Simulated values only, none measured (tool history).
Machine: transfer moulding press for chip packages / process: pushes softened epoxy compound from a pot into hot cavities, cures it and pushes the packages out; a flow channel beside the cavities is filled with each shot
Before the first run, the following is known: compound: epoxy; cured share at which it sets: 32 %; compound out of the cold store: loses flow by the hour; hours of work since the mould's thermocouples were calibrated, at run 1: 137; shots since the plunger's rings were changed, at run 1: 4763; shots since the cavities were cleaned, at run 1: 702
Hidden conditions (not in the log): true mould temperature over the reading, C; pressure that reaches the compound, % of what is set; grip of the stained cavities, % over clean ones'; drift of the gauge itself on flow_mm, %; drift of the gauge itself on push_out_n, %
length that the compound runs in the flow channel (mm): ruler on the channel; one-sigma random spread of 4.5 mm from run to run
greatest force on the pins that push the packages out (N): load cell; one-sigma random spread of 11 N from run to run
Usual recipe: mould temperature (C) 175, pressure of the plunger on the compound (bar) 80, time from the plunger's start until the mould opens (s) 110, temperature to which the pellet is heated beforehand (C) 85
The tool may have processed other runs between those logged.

run,hour,mould temperature (C),pressure of the plunger on the compound (bar),time from the plunger's start until the mould opens (s),temperature to which the pellet is heated beforehand (C),hours of work since the mould's thermocouples were calibrated,shots since the plunger's rings were changed,shots since the cavities were cleaned,incoming compound's hours out of the cold store,length that the compound runs in the flow channel (mm),greatest force on the pins that push the packages out (N)
1,0,175,80,110,85,137,4763,702,45.6,436,813
2,11.9,175,65,110,85,143,4867,806,43,399,869
3,26.1,179,80,110,85,150,4991,930,14.4,507,872
# hour 39.6: cavities cleaned with cleaning compound and waxed
4,43.5,175,80,110,85,158,5130,34,15.4,516,1154
5,63,175,80,110,85,168,5300,204,19.5,507,1230
6,80,175,80,110,85,176,5448,352,24.9,490,1132
7,89.2,175,80,110,85,181,5528,432,30.2,480,1129
8,104,175,80,110,85,189,5658,562,11.8,526,1172
# hour 112: plunger's sealing rings changed
# hour 117.3: cavities cleaned with cleaning compound and waxed, once more
9,121.5,175,97.1,125,85,195,69,36,15.9,607,479
10,132.1,168,97.1,125,85,201,162,129,28,574,711
11,140.9,175,82.6,110,85,205,239,206,45.3,483,637

Consider 5 possible next runs. They are alternatives, not a sequence: every one starts from the tool as it was left by run 11. What does each give?
A,151,175,86.1,126,85,210,327,294,29.9,?,?
B,151,170,80.1,110,85,210,327,294,41.5,?,?
C,151,175,67.8,118,76,210,327,294,9.1,?,?
D,151,175,80,102,85,210,327,294,8.5,?,?
E,151,175,82.6,110,83,210,327,294,30.6,?,?

run,length that the compound runs in the flow channel (mm),greatest force on the pins that push the packages out (N)
A,526,633
B,492,894
C,527,692
D,574,874
E,512,725
Without the tool's unlogged condition, the same runs would have read:
run,length that the compound runs in the flow channel (mm),greatest force on the pins that push the packages out (N)
A,531,448
B,497,634
C,532,488
D,579,619
E,516,512

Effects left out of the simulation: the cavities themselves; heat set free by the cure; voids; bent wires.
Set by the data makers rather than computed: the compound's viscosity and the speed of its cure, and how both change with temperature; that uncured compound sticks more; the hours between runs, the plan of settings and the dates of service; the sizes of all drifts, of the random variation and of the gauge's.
